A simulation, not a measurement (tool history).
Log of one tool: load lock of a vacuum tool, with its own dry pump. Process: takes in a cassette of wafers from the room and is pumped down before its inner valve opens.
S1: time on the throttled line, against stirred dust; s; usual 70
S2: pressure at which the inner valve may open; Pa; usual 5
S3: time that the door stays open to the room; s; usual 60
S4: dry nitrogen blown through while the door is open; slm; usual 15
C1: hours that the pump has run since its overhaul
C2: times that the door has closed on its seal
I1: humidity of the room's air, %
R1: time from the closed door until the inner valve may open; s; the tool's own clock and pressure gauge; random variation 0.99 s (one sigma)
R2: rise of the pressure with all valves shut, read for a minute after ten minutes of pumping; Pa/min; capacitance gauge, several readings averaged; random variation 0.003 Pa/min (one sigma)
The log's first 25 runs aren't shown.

Run 26, hour 10241.9: usual settings but S1 43 s, S3 132 s, S4 34 slm; C1 6462; C2 39614; I1 47.4. Result: R1 148.3 s, R2 0.323 Pa/min.
Run 27, hour 10599.2: usual settings but S3 100 s, S4 22 slm; C1 6819; C2 41317; I1 44.7. Result: R1 168.0 s, R2 0.347 Pa/min.
Run 28, hour 11018.4: usual settings but S3 100 s, S4 22 slm; C1 7239; C2 43315; I1 42.8. Result: R1 167.5 s, R2 0.378 Pa/min.
Run 29, hour 11368.4: usual settings but S1 37 s, S2 6 Pa, S3 197 s, S4 14 slm; C1 7589; C2 44983; I1 46.5. Result: R1 142.5 s, R2 0.422 Pa/min.
At hour 11467.9: door's seal changed, seat wiped.
Run 30, hour 11781.1: usual settings but S1 37 s, S2 6 Pa, S3 197 s, S4 14 slm; C1 8000; C2 1493; I1 44.2. Result: R1 144.1 s, R2 0.044 Pa/min.
Run 31, hour 12183.8: usual settings but S1 37 s; C1 8403; C2 3412; I1 45.7. Result: R1 146.1 s, R2 0.030 Pa/min.
Run 32, hour 12460.0: usual settings but S1 60 s, S2 9 Pa, S4 6 slm; C1 8679; C2 4728; I1 46.2. Result: R1 153.0 s, R2 0.047 Pa/min.
Run 33, hour 12954.7: usual settings but S1 60 s, S2 9 Pa, S4 6 slm; C1 9173; C2 7086; I1 46.1. Result: R1 154.7 s, R2 0.058 Pa/min.
Run 34, hour 13456.9: usual settings but S1 60 s, S2 9 Pa, S4 6 slm; C1 9676; C2 9479; I1 46.4. Result: R1 155.3 s, R2 0.068 Pa/min.
Run 35, hour 13754.2: usual settings but S4 4 slm; C1 9973; C2 10896; I1 45.9. Result: R1 172.4 s, R2 0.081 Pa/min.
Run 36, hour 14206.6: usual settings but S3 29 s; C1 10425; C2 13052; I1 43.2. Result: R1 171.5 s, R2 0.068 Pa/min.

5 ways to go on from here, each from the tool as it stands after run 36. What would each give?
Run A, hour 14782.4: usual settings but S1 50 s, S3 29 s, S4 13 slm; C1 11001; C2 15796; I1 46.2. Result: R1 ?, R2 ?.
Run B, hour 14782.4: usual settings but S3 54 s, S4 7 slm; C1 11001; C2 15796; I1 48.0. Result: R1 ?, R2 ?.
Run C, hour 14782.4: usual settings but S2 6 Pa; C1 11001; C2 15796; I1 43.7. Result: R1 ?, R2 ?.
Run D, hour 14782.4: usual settings but S2 8 Pa, S3 106 s; C1 11001; C2 15796; I1 44.9. Result: R1 ?, R2 ?.
Run E, hour 14782.4: usual settings but S2 4 Pa, S4 6 slm; C1 11001; C2 15796; I1 47.1. Result: R1 ?, R2 ?.

run     R1     R2
  A  158.5  0.080
  B  173.9  0.100
  C  170.8  0.089
  D  168.4  0.093
  E  176.8  0.100
Without the tool's hidden state the same runs would have given:
run     R1     R2
  A  141.3  0.014
  B  157.4  0.033
  C  154.8  0.021
  D  152.9  0.027
  E  159.7  0.032
